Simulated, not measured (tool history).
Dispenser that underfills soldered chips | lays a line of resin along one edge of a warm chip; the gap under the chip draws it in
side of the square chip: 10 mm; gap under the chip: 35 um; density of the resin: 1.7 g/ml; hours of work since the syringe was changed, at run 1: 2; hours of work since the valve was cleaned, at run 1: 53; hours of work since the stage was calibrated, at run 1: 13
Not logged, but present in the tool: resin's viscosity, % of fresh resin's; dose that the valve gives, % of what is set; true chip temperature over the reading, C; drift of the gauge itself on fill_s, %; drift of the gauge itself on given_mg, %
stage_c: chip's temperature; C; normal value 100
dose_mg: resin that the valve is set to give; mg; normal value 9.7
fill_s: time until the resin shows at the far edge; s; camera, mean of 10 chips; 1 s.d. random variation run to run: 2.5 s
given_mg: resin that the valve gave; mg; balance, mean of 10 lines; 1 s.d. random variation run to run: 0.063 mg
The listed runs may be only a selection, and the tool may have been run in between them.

run,hour,stage_c,dose_mg,hours of work since the syringe was changed,hours of work since the valve was cleaned,hours of work since the stage was calibrated,fill_s,given_mg
1,0,100,9.7,2,53,13,298,9.16
# hour 5.8: new syringe of resin
2,9.9,100,9.7,2,59,19,302.8,9.14
# hour 15.2: new syringe of resin
3,15.5,100,9.7,0,63,22,261.7,9.17
4,19.8,100,9.7,3,65,25,321.1,9.21
# hour 24.4: new syringe of resin
5,27.7,100,9.7,2,70,29,291,9.21
6,31.6,100,9.7,4,72,32,358,9.15
# hour 33.3: new syringe of resin
7,40.4,100,9.7,4,77,37,360,9.05
# hour 42.4: new syringe of resin
8,46.9,100,8.8,3,81,41,316.2,8.09
# hour 51.7: new syringe of resin
9,54.3,102,9.7,2,86,45,270,8.91
10,59.8,102,9.7,5,89,49,354.8,9.03

Estimate the outcome of run 11 from the log above:
# hour 60.6: new syringe of resin
11,68.3,100,12.43,5,94,54,?,?

fill_s: 360.7 s
given_mg: 11.42 mg
With the hidden condition absent and the run-to-run variation left alone, this run would have shown fill_s 248.4 s, given_mg 12.47 mg.
